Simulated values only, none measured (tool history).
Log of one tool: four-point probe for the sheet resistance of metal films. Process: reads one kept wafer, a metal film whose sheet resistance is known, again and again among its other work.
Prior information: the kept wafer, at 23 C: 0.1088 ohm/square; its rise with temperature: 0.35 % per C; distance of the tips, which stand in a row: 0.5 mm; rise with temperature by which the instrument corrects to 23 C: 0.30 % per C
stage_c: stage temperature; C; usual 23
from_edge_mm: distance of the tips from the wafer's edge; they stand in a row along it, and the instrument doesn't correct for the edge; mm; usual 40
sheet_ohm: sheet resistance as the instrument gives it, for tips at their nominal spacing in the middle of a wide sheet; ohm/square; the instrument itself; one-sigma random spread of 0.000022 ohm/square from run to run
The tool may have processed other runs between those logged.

run	day	stage_c	from_edge_mm	sheet_ohm
1	0	23	40	0.109382
2	2.646	23	40	0.109407
3	8.183	25	40	0.10954
4	10.971	25	40	0.109599
5	14.1	25	40	0.109626
6	17.642	25	40	0.109676
7	22.025	25	40	0.109726
8	26.629	23	40	0.109588
9	29.042	35	40	0.110338
10	33.675	35	40	0.110401
11	36.217	35	40	0.110409
12	38.7	35	40	0.110468
13	44.038	24	40	0.109842
14	47.325	30	4	0.111113
15	51.5	30	4	0.111201
16	56.521	30	4	0.111192
17	61.675	21	64	0.109791
18	67.592	21	64	0.109878

Consider 3 possible next runs. They are alternatives, not a sequence: every one starts from the tool as it was left by run 18. What does each give?
A	70.233	24	22	?
B	70.233	23	57	?
C	70.233	23	20	?

run	sheet_ohm
A	0.110071
B	0.110052
C	0.110061
The same runs, with their run-to-run variation unchanged, on a tool lacking any hidden condition would have given:
run	sheet_ohm
A	0.108859
B	0.10884
C	0.108849

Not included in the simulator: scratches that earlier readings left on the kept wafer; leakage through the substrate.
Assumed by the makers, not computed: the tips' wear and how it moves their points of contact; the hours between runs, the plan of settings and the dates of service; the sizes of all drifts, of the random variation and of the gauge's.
